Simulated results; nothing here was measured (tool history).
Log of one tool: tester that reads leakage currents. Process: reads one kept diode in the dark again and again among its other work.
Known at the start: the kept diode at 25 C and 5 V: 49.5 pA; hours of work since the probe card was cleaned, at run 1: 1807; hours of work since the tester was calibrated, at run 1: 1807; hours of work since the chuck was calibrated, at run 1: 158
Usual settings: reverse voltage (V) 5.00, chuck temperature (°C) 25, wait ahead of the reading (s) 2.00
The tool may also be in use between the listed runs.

run	hour	reverse voltage (V)	chuck temperature (°C)	wait ahead of the reading (s)	hours of work since the probe card was cleaned	hours of work since the tester was calibrated	hours of work since the chuck was calibrated	current that the tester gives (pA)
1	0.0	5.00	25	2.00	1807	1807	158	56.06
2	88.6	5.00	25	2.00	1853	1853	203	56.17
3	147.3	5.00	25	2.00	1883	1883	233	56.07
4	207.5	5.00	25	2.00	1914	1914	264	55.90
5	267.8	5.00	25	2.00	1945	1945	295	56.38
6	367.6	5.00	25	2.00	1996	1996	347	56.22
7	475.4	5.00	25	7.36	2052	2052	402	54.93
8	576.7	5.00	25	2.00	2104	2104	455	55.87
9	673.2	5.00	25	2.00	2154	2154	504	55.54
10	754.0	5.00	25	2.00	2195	2195	546	55.92
11	830.7	10.28	35	6.86	2235	2235	585	170.62
12	925.0	2.54	25	2.00	2283	2283	634	36.44
13	1018.2	3.50	36	1.14	2331	2331	682	95.46
14	1082.9	3.50	36	1.14	2365	2365	715	95.38
15	1156.5	2.22	25	0.60	2403	2403	753	34.37

The next listed run, before its measurement:
16	1244.9	2.22	25	0.60	2448	2448	799	?

current that the tester gives (pA): 34.21
Without the tool's hidden state the same run would have given current that the tester gives (pA) 32.19.
